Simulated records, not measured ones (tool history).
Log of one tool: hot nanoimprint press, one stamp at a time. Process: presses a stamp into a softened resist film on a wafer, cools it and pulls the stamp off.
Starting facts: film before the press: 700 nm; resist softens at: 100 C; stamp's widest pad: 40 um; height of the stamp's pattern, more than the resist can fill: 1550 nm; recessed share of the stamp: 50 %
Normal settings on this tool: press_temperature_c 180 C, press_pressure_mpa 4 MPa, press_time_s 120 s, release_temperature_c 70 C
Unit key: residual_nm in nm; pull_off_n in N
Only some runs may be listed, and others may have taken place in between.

| run | hour | press_temperature_c | press_pressure_mpa | press_time_s | release_temperature_c | residual_nm | pull_off_n |
|---|---|---|---|---|---|---|---|
| 1 | 0 | 180 | 4 | 120 | 70 | 265.5 | 196 |
| 2 | 11.6 | 180 | 4 | 120 | 70 | 265.2 | 195 |
| 3 | 22.2 | 180 | 4 | 120 | 70 | 267.4 | 198 |
| 4 | 27.7 | 169 | 4 | 120 | 70 | 365.4 | 196 |
| 5 | 38.7 | 180 | 4 | 120 | 60 | 267.3 | 215 |
| 6 | 48.2 | 180 | 4 | 120 | 60 | 267.8 | 216 |
| 7 | 56.2 | 180 | 4 | 120 | 70 | 267.1 | 200 |
| 8 | 66.1 | 189 | 3.06 | 120 | 70 | 243.3 | 199 |
| 9 | 75.4 | 189 | 3.06 | 120 | 70 | 243 | 200 |
| 10 | 83.7 | 189 | 3.06 | 120 | 70 | 242.7 | 199 |
| 11 | 96.2 | 189 | 3.06 | 120 | 70 | 243.5 | 198 |
| 12 | 106.5 | 170 | 3.06 | 120 | 70 | 403.8 | 202 |
| 13 | 116.9 | 182 | 2.64 | 71 | 68 | 373.2 | 207 |

Consider 3 possible next runs. They are alternatives, not a sequence: every one starts from the tool as it was left by run 13. What does each give?
| A | 126.5 | 188 | 4 | 120 | 67 | ? | ? |
| B | 126.5 | 182 | 2.64 | 74 | 63 | ? | ? |
| C | 126.5 | 182 | 2.64 | 71 | 58 | ? | ? |

| run | residual_nm | pull_off_n |
|---|---|---|
| A | 214.3 | 205 |
| B | 368 | 217 |
| C | 373.8 | 226 |
Without the tool's hidden state the same runs would have given:
| run | residual_nm | pull_off_n |
|---|---|---|
| A | 215.8 | 186 |
| B | 370.9 | 197 |
| C | 376.7 | 205 |

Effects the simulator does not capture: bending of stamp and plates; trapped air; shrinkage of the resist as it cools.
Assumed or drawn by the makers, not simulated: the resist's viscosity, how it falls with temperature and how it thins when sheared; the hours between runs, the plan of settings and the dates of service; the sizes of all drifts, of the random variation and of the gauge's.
